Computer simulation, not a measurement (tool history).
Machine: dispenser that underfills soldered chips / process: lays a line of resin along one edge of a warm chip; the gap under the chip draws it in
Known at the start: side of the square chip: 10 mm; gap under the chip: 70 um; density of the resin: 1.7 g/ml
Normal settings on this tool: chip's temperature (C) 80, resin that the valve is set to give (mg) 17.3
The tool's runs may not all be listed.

run	hour	chip's temperature (C)	resin that the valve is set to give (mg)	time until the resin shows at the far edge (s)	resin that the valve gave (mg)
1	0	80	17.3	71.7	16.97
2	2.9	80	21.7	80.4	21.34
3	5.5	80	21.7	87.3	21.35
4	9.4	80	21.7	69.3	21.34
5	14.7	80	21.7	88.4	21.37
6	19.6	80	21.7	73.3	21.13
7	25.6	80	20.4	64.7	19.89
8	30.4	80	20.4	82.3	19.9
9	32.8	80	17.3	91.7	16.78
10	35.9	80	17.3	70.7	16.73
11	41.8	80	17.3	88.6	17.46
12	44.9	80	17.3	67.6	17.24
13	48.8	80	17.3	82	17.27
14	54.3	90	17.3	52.3	17.21
15	60	90	17.3	69.4	17.08
16	63.5	80	19.7	69.3	19.56
17	69.2	89	17.3	72.2	17.01
18	73.8	80	17.3	75.4	16.94
19	76.8	89	18.2	66.3	17.8
20	81.7	89	18.2	54.4	17.83
21	86.8	89	18.2	68.5	17.86
22	92.7	70	16.8	100.9	16.38
23	95.4	74	16.8	102.2	16.43
24	99.4	74	16.8	83.7	16.5
25	104.9	80	19.3	89	18.81
26	110.7	88	19.6	60.6	19.04
27	116.1	80	21.4	91.5	21.43
28	119.8	74	16.7	87.1	16.64
29	122.9	95	15.3	57.3	15.11
30	125.3	93	16.8	66.4	16.64
31	130.3	75	16.7	90.6	16.55
32	135.2	75	16.7	75.9	16.49
33	138.1	87	15.3	63.7	15.09
34	141.2	87	15.3	71.1	14.98
35	145	67	17.7	100.6	17.3

Removed from this log: 18 entries logged between the listed runs. Between which two listed runs does each belong, and how does the tool's hidden state at the listed run before it compare with that at the listed run after it?
Logged between run 3 and run 4: new syringe of resin (hour 7.7)
  resin's viscosity, % of fresh resin's: 137.1 -> 108.5; dose that the valve gives, % of what is set: 98.21 -> 98.04; true chip temperature over the reading, C: -0.06 -> -0.05
  measured value less the no-hidden-state value, time until the resin shows at the far edge (s): +23.7 -> +5.6; resin that the valve gave (mg): -0.39 -> -0.43
Logged between run 5 and run 6: new syringe of resin (hour 16.6)
  resin's viscosity, % of fresh resin's: 137.7 -> 114.3; dose that the valve gives, % of what is set: 97.81 -> 97.62; true chip temperature over the reading, C: -0.02 -> 0
  measured value less the no-hidden-state value, time until the resin shows at the far edge (s): +24.3 -> +9.2; resin that the valve gave (mg): -0.47 -> -0.52
Logged between run 6 and run 7: new syringe of resin (hour 25.4)
  resin's viscosity, % of fresh resin's: 114.3 -> 100.9; dose that the valve gives, % of what is set: 97.62 -> 97.38; true chip temperature over the reading, C: 0 -> 0.02
  measured value less the no-hidden-state value, time until the resin shows at the far edge (s): +9.2 -> +0.7; resin that the valve gave (mg): -0.52 -> -0.53
Logged between run 9 and run 10: new syringe of resin (hour 34.5)
  resin's viscosity, % of fresh resin's: 140.1 -> 107.2; dose that the valve gives, % of what is set: 97.07 -> 96.94; true chip temperature over the reading, C: 0.05 -> 0.06
  measured value less the no-hidden-state value, time until the resin shows at the far edge (s): +26.6 -> +5.1; resin that the valve gave (mg): -0.51 -> -0.52
Logged between run 10 and run 11: dispensing valve cleaned and set on the balance (hour 38)
  resin's viscosity, % of fresh resin's: 107.2 -> 134.1; dose that the valve gives, % of what is set: 96.94 -> 99.8; true chip temperature over the reading, C: 0.06 -> 0.09
  measured value less the no-hidden-state value, time until the resin shows at the far edge (s): +5.1 -> +22.4; resin that the valve gave (mg): -0.52 -> -0.03
Logged between run 11 and run 12: new syringe of resin (hour 44.4)
  resin's viscosity, % of fresh resin's: 134.1 -> 103.1; dose that the valve gives, % of what is set: 99.8 -> 99.68; true chip temperature over the reading, C: 0.09 -> 0.1
  measured value less the no-hidden-state value, time until the resin shows at the far edge (s): +22.4 -> +1.9; resin that the valve gave (mg): -0.03 -> -0.06
Logged between run 13 and run 14: new syringe of resin (hour 53.2)
  resin's viscosity, % of fresh resin's: 123 -> 105.4; dose that the valve gives, % of what is set: 99.51 -> 99.28; true chip temperature over the reading, C: 0.12 -> 0.14
  measured value less the no-hidden-state value, time until the resin shows at the far edge (s): +15.1 -> +2.5; resin that the valve gave (mg): -0.09 -> -0.12
Logged between run 15 and run 16: new syringe of resin (hour 62.1)
  resin's viscosity, % of fresh resin's: 136.8 -> 106.5; dose that the valve gives, % of what is set: 99.03 -> 98.89; true chip temperature over the reading, C: 0.17 -> 0.18
  measured value less the no-hidden-state value, time until the resin shows at the far edge (s): +18.5 -> +4; resin that the valve gave (mg): -0.17 -> -0.22
Logged between run 17 and run 18: new syringe of resin (hour 71.1)
  resin's viscosity, % of fresh resin's: 138.3 -> 113.8; dose that the valve gives, % of what is set: 98.66 -> 98.48; true chip temperature over the reading, C: 0.2 -> 0.22
  measured value less the no-hidden-state value, time until the resin shows at the far edge (s): +19.7 -> +8.9; resin that the valve gave (mg): -0.23 -> -0.26
Logged between run 19 and run 20: new syringe of resin (hour 80.2)
  resin's viscosity, % of fresh resin's: 130.2 -> 106.7; dose that the valve gives, % of what is set: 98.34 -> 98.14; true chip temperature over the reading, C: 0.23 -> 0.25
  measured value less the no-hidden-state value, time until the resin shows at the far edge (s): +15.1 -> +3.2; resin that the valve gave (mg): -0.3 -> -0.34
Logged between run 21 and run 22: new syringe of resin (hour 89.3)
  resin's viscosity, % of fresh resin's: 134.5 -> 115.1; dose that the valve gives, % of what is set: 97.91 -> 97.69; true chip temperature over the reading, C: 0.28 -> 0.3
  measured value less the no-hidden-state value, time until the resin shows at the far edge (s): +17.3 -> +12.9; resin that the valve gave (mg): -0.38 -> -0.39
Logged between run 23 and run 24: new syringe of resin (hour 98.3)
  resin's viscosity, % of fresh resin's: 130.5 -> 106.1; dose that the valve gives, % of what is set: 97.56 -> 97.42; true chip temperature over the reading, C: 0.31 -> 0.33
  measured value less the no-hidden-state value, time until the resin shows at the far edge (s): +23.6 -> +4.6; resin that the valve gave (mg): -0.41 -> -0.43
Logged between run 25 and run 26: new syringe of resin (hour 107.1)
  resin's viscosity, % of fresh resin's: 136.6 -> 116.7; dose that the valve gives, % of what is set: 97.17 -> 96.93; true chip temperature over the reading, C: 0.36 -> 0.38
  measured value less the no-hidden-state value, time until the resin shows at the far edge (s): +23.4 -> +8.3; resin that the valve gave (mg): -0.55 -> -0.61
Logged between run 26 and run 27: dispensing valve cleaned and set on the balance (hour 113.9)
  resin's viscosity, % of fresh resin's: 116.7 -> 142.5; dose that the valve gives, % of what is set: 96.93 -> 99.58; true chip temperature over the reading, C: 0.38 -> 0.4
  measured value less the no-hidden-state value, time until the resin shows at the far edge (s): +8.3 -> +26.8; resin that the valve gave (mg): -0.61 -> -0.09
Logged between run 27 and run 28: new syringe of resin (hour 117.2)
  resin's viscosity, % of fresh resin's: 142.5 -> 111.6; dose that the valve gives, % of what is set: 99.58 -> 99.44; true chip temperature over the reading, C: 0.4 -> 0.41
  measured value less the no-hidden-state value, time until the resin shows at the far edge (s): +26.8 -> +8.1; resin that the valve gave (mg): -0.09 -> -0.1
Logged between run 30 and run 31: new syringe of resin (hour 126.2)
  resin's viscosity, % of fresh resin's: 143.1 -> 119.8; dose that the valve gives, % of what is set: 99.21 -> 99.01; true chip temperature over the reading, C: 0.44 -> 0.46
  measured value less the no-hidden-state value, time until the resin shows at the far edge (s): +19.5 -> +14.1; resin that the valve gave (mg): -0.13 -> -0.17
Logged between run 31 and run 32: new syringe of resin (hour 135.2)
  resin's viscosity, % of fresh resin's: 119.8 -> 98.9; dose that the valve gives, % of what is set: 99.01 -> 98.81; true chip temperature over the reading, C: 0.46 -> 0.47
  measured value less the no-hidden-state value, time until the resin shows at the far edge (s): +14.1 -> -1.7; resin that the valve gave (mg): -0.17 -> -0.2
Logged between run 34 and run 35: new syringe of resin (hour 144.1)
  resin's viscosity, % of fresh resin's: 129.6 -> 105.4; dose that the valve gives, % of what is set: 98.53 -> 98.38; true chip temperature over the reading, C: 0.5 -> 0.51
  measured value less the no-hidden-state value, time until the resin shows at the far edge (s): +15.8 -> +4; resin that the valve gave (mg): -0.23 -> -0.29

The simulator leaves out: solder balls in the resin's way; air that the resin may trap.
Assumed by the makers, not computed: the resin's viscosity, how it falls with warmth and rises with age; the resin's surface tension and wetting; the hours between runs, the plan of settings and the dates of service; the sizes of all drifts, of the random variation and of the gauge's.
